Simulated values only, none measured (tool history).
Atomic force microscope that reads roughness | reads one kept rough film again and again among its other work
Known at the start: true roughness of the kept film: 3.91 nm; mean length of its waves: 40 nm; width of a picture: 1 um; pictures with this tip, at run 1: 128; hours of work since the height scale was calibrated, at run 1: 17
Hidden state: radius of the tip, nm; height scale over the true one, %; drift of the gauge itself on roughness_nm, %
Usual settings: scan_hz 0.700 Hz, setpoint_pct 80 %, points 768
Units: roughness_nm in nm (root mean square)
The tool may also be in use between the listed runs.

run   hour  scan_hz  setpoint_pct  points  pictures with this tip  hours of work since the height scale was calibrated  roughness_nm
  1    0.0    0.700            80     768                     128                                                   17         3.233
  2    5.4    0.700            80     768                     137                                                   19         3.233
  3   16.6    0.700            85     768                     154                                                   24         3.136
  4   26.4    0.700            80     768                     169                                                   29         3.159
  5   34.0    0.700            80     768                     181                                                   32         3.141
  6   42.2    0.700            80     768                     193                                                   36         3.087
  7   52.0    0.700            80     768                     208                                                   40         3.059
  8   60.3    0.700            80     768                     221                                                   44         3.041
  9   69.6    0.700            85     768                     235                                                   48         3.013
 10   74.5    0.700            85     768                     243                                                   50         2.973
      79.5  -- new tip fitted
 11   85.1    0.700            80     768                       8                                                   55         3.490
 12   93.6    0.700            80     768                      21                                                   59         3.461
 13   99.9    0.700            71     768                      31                                                   62         3.490
 14  110.8    0.700            71     899                      48                                                   66         3.454
 15  118.7    0.535            80     768                      60                                                   70         3.406
 16  124.0    0.700            80     768                      68                                                   72         3.369
 17  131.0    0.700            80     768                      79                                                   75         3.338
 18  138.8    0.700            80     361                      90                                                   79         3.285
 19  144.3    0.700            80     361                      99                                                   81         3.285
 20  154.1    0.530            80     768                     114                                                   86         3.288
 21  160.1    0.700            80     768                     123                                                   88         3.225
 22  166.6    0.700            80     768                     133                                                   91         3.203
 23  173.4    3.501            80     295                     144                                                   94         2.821
 24  179.4    0.528            65     813                     153                                                   97         3.260
 25  186.6    0.700            80     768                     164                                                  100         3.129
 26  193.7    0.700            80     768                     175                                                  104         3.132
 27  202.7    0.700            80     768                     189                                                  108         3.098
 28  209.2    1.352            81     471                     199                                                  110         2.987
 29  213.9    1.352            81     471                     206                                                  113         2.974
 30  222.1    2.265            65     767                     218                                                  116         3.020
 31  228.0    2.021            65     306                     227                                                  119         2.973
 32  237.5    2.021            65     306                     242                                                  123         2.969
     242.7  -- new tip fitted
 33  245.9    0.700            56     354                       5                                                  127         3.585
 34  251.5    0.665            56     976                      14                                                  129         3.559
 35  261.3    3.645            75     428                      29                                                  134         3.177
 36  267.1    3.645            75     428                      38                                                  136         3.156
 37  273.7    3.645            75     428                      48                                                  139         3.118
 38  282.2    1.102            57     289                      61                                                  143         3.427
 39  288.3    1.102            57     289                      70                                                  146         3.419
 40  297.4    1.531            57     930                      84                                                  150         3.379

Run 41 comes next. What will it give?
 41  307.8    0.930            84     309                     100                                                  154             ?

roughness_nm: 3.214 nm (root mean square)
Without the tool's hidden state the same run would have given roughness_nm 3.460 nm (root mean square).

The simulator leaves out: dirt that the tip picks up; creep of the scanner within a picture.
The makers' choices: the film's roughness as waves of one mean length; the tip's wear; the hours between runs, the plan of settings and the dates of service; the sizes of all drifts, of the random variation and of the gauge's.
